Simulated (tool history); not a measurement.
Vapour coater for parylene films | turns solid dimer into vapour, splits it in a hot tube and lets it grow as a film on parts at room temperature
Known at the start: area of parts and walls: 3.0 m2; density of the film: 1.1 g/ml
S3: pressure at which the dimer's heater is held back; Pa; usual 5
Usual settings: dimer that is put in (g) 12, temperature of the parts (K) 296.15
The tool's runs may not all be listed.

run 1 hour=0 | dimer_that_is_put_in_(g)=12 temperature_of_the_parts_(K)=296.15 S3=5 | thickness_of_the_film_(µm)=2.63
run 2 hour=23 | dimer_that_is_put_in_(g)=12 temperature_of_the_parts_(K)=296.15 S3=5.69 | thickness_of_the_film_(µm)=2.55
run 3 hour=45.4 | dimer_that_is_put_in_(g)=12 temperature_of_the_parts_(K)=296.15 S3=5 | thickness_of_the_film_(µm)=2.6
run 4 hour=57.4 | dimer_that_is_put_in_(g)=12 temperature_of_the_parts_(K)=296.15 S3=5 | thickness_of_the_film_(µm)=2.61
run 5 hour=79.9 | dimer_that_is_put_in_(g)=12 temperature_of_the_parts_(K)=293.15 S3=5 | thickness_of_the_film_(µm)=2.87
run 6 hour=92.4 | dimer_that_is_put_in_(g)=12 temperature_of_the_parts_(K)=293.15 S3=5 | thickness_of_the_film_(µm)=2.86
run 7 hour=108.7 | dimer_that_is_put_in_(g)=12 temperature_of_the_parts_(K)=296.15 S3=5 | thickness_of_the_film_(µm)=2.63
run 8 hour=134.7 | dimer_that_is_put_in_(g)=12 temperature_of_the_parts_(K)=296.15 S3=5 | thickness_of_the_film_(µm)=2.58
run 9 hour=150.8 | dimer_that_is_put_in_(g)=12 temperature_of_the_parts_(K)=296.15 S3=5 | thickness_of_the_film_(µm)=2.54
run 10 hour=177.2 | dimer_that_is_put_in_(g)=12 temperature_of_the_parts_(K)=296.15 S3=5 | thickness_of_the_film_(µm)=2.61
run 11 hour=188.9 | dimer_that_is_put_in_(g)=12 temperature_of_the_parts_(K)=293.15 S3=5 | thickness_of_the_film_(µm)=2.8
run 12 hour=208.4 | dimer_that_is_put_in_(g)=17 temperature_of_the_parts_(K)=298.15 S3=10.99 | thickness_of_the_film_(µm)=2.74
run 13 hour=232.4 | dimer_that_is_put_in_(g)=17 temperature_of_the_parts_(K)=298.15 S3=3.43 | thickness_of_the_film_(µm)=3.61
run 14 hour=244.9 | dimer_that_is_put_in_(g)=12 temperature_of_the_parts_(K)=289.15 S3=5.52 | thickness_of_the_film_(µm)=3.1
run 15 hour=268.1 | dimer_that_is_put_in_(g)=16 temperature_of_the_parts_(K)=307.15 S3=2.41 | thickness_of_the_film_(µm)=2.78
run 16 hour=293.8 | dimer_that_is_put_in_(g)=16 temperature_of_the_parts_(K)=307.15 S3=2.41 | thickness_of_the_film_(µm)=2.75
run 17 hour=305.8 | dimer_that_is_put_in_(g)=5 temperature_of_the_parts_(K)=307.15 S3=2.96 | thickness_of_the_film_(µm)=0.81

3 ways to go on from here, each from the tool as it stands after run 17. What would each give?
run A hour=325.1 | dimer_that_is_put_in_(g)=12 temperature_of_the_parts_(K)=296.15 S3=2.44 | thickness_of_the_film_(µm)=?
run B hour=325.1 | dimer_that_is_put_in_(g)=10 temperature_of_the_parts_(K)=307.15 S3=2.96 | thickness_of_the_film_(µm)=?
run C hour=325.1 | dimer_that_is_put_in_(g)=12 temperature_of_the_parts_(K)=298.15 S3=8.26 | thickness_of_the_film_(µm)=?

run=A thickness_of_the_film_(µm)=2.91
run=B thickness_of_the_film_(µm)=1.64
run=C thickness_of_the_film_(µm)=2.08
Without the tool's hidden state the same runs would have given:
run=A thickness_of_the_film_(µm)=3.4
run=B thickness_of_the_film_(µm)=1.91
run=C thickness_of_the_film_(µm)=2.43
